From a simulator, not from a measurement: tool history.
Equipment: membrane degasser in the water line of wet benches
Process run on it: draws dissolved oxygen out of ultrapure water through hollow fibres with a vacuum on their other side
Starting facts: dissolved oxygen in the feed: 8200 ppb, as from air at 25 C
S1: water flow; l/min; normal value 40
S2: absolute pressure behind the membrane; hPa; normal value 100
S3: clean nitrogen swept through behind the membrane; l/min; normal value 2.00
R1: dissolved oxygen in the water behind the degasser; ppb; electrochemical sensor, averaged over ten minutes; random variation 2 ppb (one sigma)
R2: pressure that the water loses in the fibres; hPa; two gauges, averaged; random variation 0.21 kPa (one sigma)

run 1 hour=0.0 | S1=40 S2=100 S3=2.00 | R1=304.1 R2=487.8
run 2 hour=30.4 | S1=40 S2=100 S3=2.00 | R1=300.8 R2=482.6
run 3 hour=70.2 | S1=40 S2=100 S3=2.00 | R1=305.3 R2=479.8
run 4 hour=129.1 | S1=40 S2=100 S3=2.00 | R1=302.0 R2=485.4
-- hour=132.2 vacuum gauge calibrated
run 5 hour=163.6 | S1=40 S2=158 S3=2.00 | R1=540.2 R2=486.5
run 6 hour=196.9 | S1=40 S2=100 S3=2.00 | R1=303.6 R2=479.9
run 7 hour=221.7 | S1=40 S2=100 S3=2.00 | R1=306.8 R2=482.4
-- hour=248.8 vacuum gauge calibrated, once more
run 8 hour=270.1 | S1=40 S2=100 S3=2.00 | R1=297.3 R2=479.1
run 9 hour=303.6 | S1=29 S2=100 S3=5.47 | R1=87.2 R2=349.8
run 10 hour=343.7 | S1=41 S2=100 S3=2.87 | R1=219.7 R2=492.5
run 11 hour=400.1 | S1=56 S2=83 S3=4.48 | R1=160.5 R2=675.7
run 12 hour=458.4 | S1=59 S2=245 S3=0.94 | R1=1953.9 R2=713.6

3 options for the next run, each taken on its own from the tool as it stands now. Forecast them:
run A hour=485.2 | S1=41 S2=245 S3=3.33 | R1=? R2=?
run B hour=485.2 | S1=59 S2=245 S3=3.74 | R1=? R2=?
run C hour=485.2 | S1=56 S2=60 S3=2.29 | R1=? R2=?

run=A R1=573.1 R2=491.3
run=B R1=723.7 R2=711.7
run=C R1=164.4 R2=675.2
Stripped of hidden state, with their random variation kept, the same runs would have yielded:
run=A R1=571.8 R2=489.3
run=B R1=722.3 R2=708.7
run=C R1=164.1 R2=672.4

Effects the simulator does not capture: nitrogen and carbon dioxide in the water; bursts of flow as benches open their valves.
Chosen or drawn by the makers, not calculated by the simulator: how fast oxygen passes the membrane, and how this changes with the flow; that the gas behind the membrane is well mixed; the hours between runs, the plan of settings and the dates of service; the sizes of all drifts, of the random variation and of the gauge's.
